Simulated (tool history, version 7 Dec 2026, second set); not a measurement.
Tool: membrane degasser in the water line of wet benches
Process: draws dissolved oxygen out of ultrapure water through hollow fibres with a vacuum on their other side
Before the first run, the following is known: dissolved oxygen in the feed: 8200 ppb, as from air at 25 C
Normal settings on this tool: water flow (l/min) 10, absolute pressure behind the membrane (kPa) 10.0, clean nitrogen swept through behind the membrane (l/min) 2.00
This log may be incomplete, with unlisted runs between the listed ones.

run,hour,water flow (l/min),absolute pressure behind the membrane (kPa),clean nitrogen swept through behind the membrane (l/min),dissolved oxygen in the water behind the degasser (ppb),pressure that the water loses in the fibres (kPa)
1,0.0,10,10.0,2.00,120.4,29.55
2,95.0,11,10.0,2.00,136.9,32.48
3,172.0,8,10.0,2.00,89.4,23.58
4,255.6,8,10.0,2.00,89.5,23.49
5,344.2,8,10.0,2.00,89.2,23.55
6,405.1,8,10.0,2.00,87.6,23.53
7,481.4,8,10.0,2.00,89.5,23.67
8,562.3,10,10.0,2.00,121.6,29.48
9,688.6,10,9.2,2.00,113.0,29.55
10,803.9,10,9.2,2.00,111.4,29.47
11,934.9,10,9.2,2.00,111.5,29.52
12,1005.9,10,9.2,2.00,111.0,29.37
13,1130.9,14,10.0,2.00,191.6,41.29
14,1188.1,14,10.0,2.00,194.4,41.36
15,1272.1,14,10.0,0.96,300.2,41.26
16,1394.4,14,10.0,0.96,299.2,41.28
17,1513.4,14,10.0,1.81,203.8,41.28
18,1619.1,12,6.5,1.35,127.1,35.46
19,1700.3,11,10.0,2.00,138.1,32.37
20,1794.7,12,8.4,2.54,117.8,35.34
21,1882.2,7,10.0,2.00,74.6,20.64
22,1951.0,7,10.0,2.00,74.4,20.76
23,2004.7,7,17.6,2.00,138.4,20.56
24,2065.4,10,6.7,2.00,80.8,29.40
25,2150.1,10,14.4,2.00,174.1,29.50
26,2244.1,11,14.4,3.17,143.2,32.47
27,2332.8,15,14.4,1.32,378.1,44.19
28,2429.9,15,14.4,1.32,376.5,44.34
29,2488.7,15,14.4,1.32,369.0,44.49
30,2549.7,14,6.7,1.32,167.0,41.31
31,2625.2,10,6.6,2.00,80.2,29.60

Here are 4 independent what-if runs from the current tool condition. What would each one return?
A,2715.6,8,16.1,5.98,?,?
B,2715.6,12,14.5,2.00,?,?
C,2715.6,10,10.0,3.93,?,?
D,2715.6,10,9.5,1.03,?,?

run,dissolved oxygen in the water behind the degasser (ppb),pressure that the water loses in the fibres (kPa)
A,66.0,23.70
B,218.5,35.41
C,80.7,29.75
D,181.8,29.47
With no hidden state in the tool, these same runs would have given:
run,dissolved oxygen in the water behind the degasser (ppb),pressure that the water loses in the fibres (kPa)
A,65.9,23.69
B,218.3,35.40
C,80.6,29.74
D,181.5,29.47
